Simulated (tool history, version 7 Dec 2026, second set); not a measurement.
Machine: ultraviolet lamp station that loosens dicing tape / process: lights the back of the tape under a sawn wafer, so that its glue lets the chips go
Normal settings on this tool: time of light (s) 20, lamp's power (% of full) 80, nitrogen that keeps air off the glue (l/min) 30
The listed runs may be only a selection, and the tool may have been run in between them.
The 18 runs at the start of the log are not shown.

run,hour,time of light (s),lamp's power (% of full),nitrogen that keeps air off the glue (l/min),force that peels the tape off (N),light that reached the tape (mJ/cm2)
19,197.9,20,80,21,0.909,358
20,210.1,20,80,21,0.914,365
21,221.6,20,80,30,0.734,359
22,232.7,20,80,30,0.734,364
23,245.5,20,80,30,0.741,360
24,258.9,31,96,30,0.212,672
25,267.1,33,80,19,0.32,597
26,279.5,33,80,19,0.321,597
27,288.4,33,80,19,0.311,599
28,298.2,27,73,19,0.603,445
29,309.2,27,95,47,0.222,583
30,315.8,27,95,47,0.21,578
31,326.2,15,61,21,2.464,208
32,333.2,20,80,33,0.721,361
33,345.6,34,80,33,0.227,616
34,355.4,20,75,30,0.853,338
35,367.9,20,80,18,0.975,363
36,381.8,20,98,22,0.547,445
37,390.7,20,98,22,0.54,444
38,397.7,20,98,52,0.345,442
39,410.9,20,98,52,0.354,447
40,419.3,20,98,52,0.36,447
41,434.7,11,75,49,2.245,189
42,449.6,31,93,30,0.215,658
43,462.5,16,99,30,0.719,355

Below are 3 alternative next runs, each starting from the tool's condition after run 43. Predict each:
A,474,20,77,17,?,?
B,474,16,90,30,?,?
C,474,25,69,14,?,?

run,force that peels the tape off (N),light that reached the tape (mJ/cm2)
A,1.117,348
B,0.89,327
C,1.027,391
Stripped of hidden state, with their random variation kept, the same runs would have yielded:
run,force that peels the tape off (N),light that reached the tape (mJ/cm2)
A,1.114,348
B,0.888,327
C,1.025,391
